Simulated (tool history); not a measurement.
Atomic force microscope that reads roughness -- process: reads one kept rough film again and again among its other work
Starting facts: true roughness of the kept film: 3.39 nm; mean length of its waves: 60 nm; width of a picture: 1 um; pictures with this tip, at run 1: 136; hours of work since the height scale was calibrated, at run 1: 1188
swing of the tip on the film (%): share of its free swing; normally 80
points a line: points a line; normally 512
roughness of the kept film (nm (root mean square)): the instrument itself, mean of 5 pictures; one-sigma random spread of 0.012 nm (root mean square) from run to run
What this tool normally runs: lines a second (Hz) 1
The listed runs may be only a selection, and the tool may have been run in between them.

run   hour  lines a second (Hz)  swing of the tip on the film (%)  points a line  pictures with this tip  hours of work since the height scale was calibrated  roughness of the kept film (nm (root mean square))
  1      0                    1                                80            512                     136                                                 1188                                               2.788
      41.6  -- new tip fitted
  2   44.9                    1                                80            512                       7                                                 1216                                               2.877
  3     65                    1                                80            512                      49                                                 1229                                                2.87
  4  101.8                    1                                80            512                     126                                                 1252                                               2.816
  5  138.3                    1                                80            512                     203                                                 1275                                               2.778
       146  -- new tip fitted
  6  175.4                 3.27                                80            512                      62                                                 1298                                               2.302
  7  199.9                 3.27                                80            512                     113                                                 1313                                                2.28
  8  237.8                 1.15                                80            361                     192                                                 1337                                               2.723
       253  -- new tip fitted
  9    258                 1.15                                80            361                      11                                                 1349                                               2.815
 10  296.4                 1.15                                80            712                      91                                                 1373                                                2.78

What does the tool deliver on the next run?
 11  342.9                 1.15                                80            712                     189                                                 1402                                                   ?

roughness of the kept film (nm (root mean square)): 2.739
The same run, on a tool lacking any hidden state, would have yielded roughness of the kept film (nm (root mean square)) 2.926.
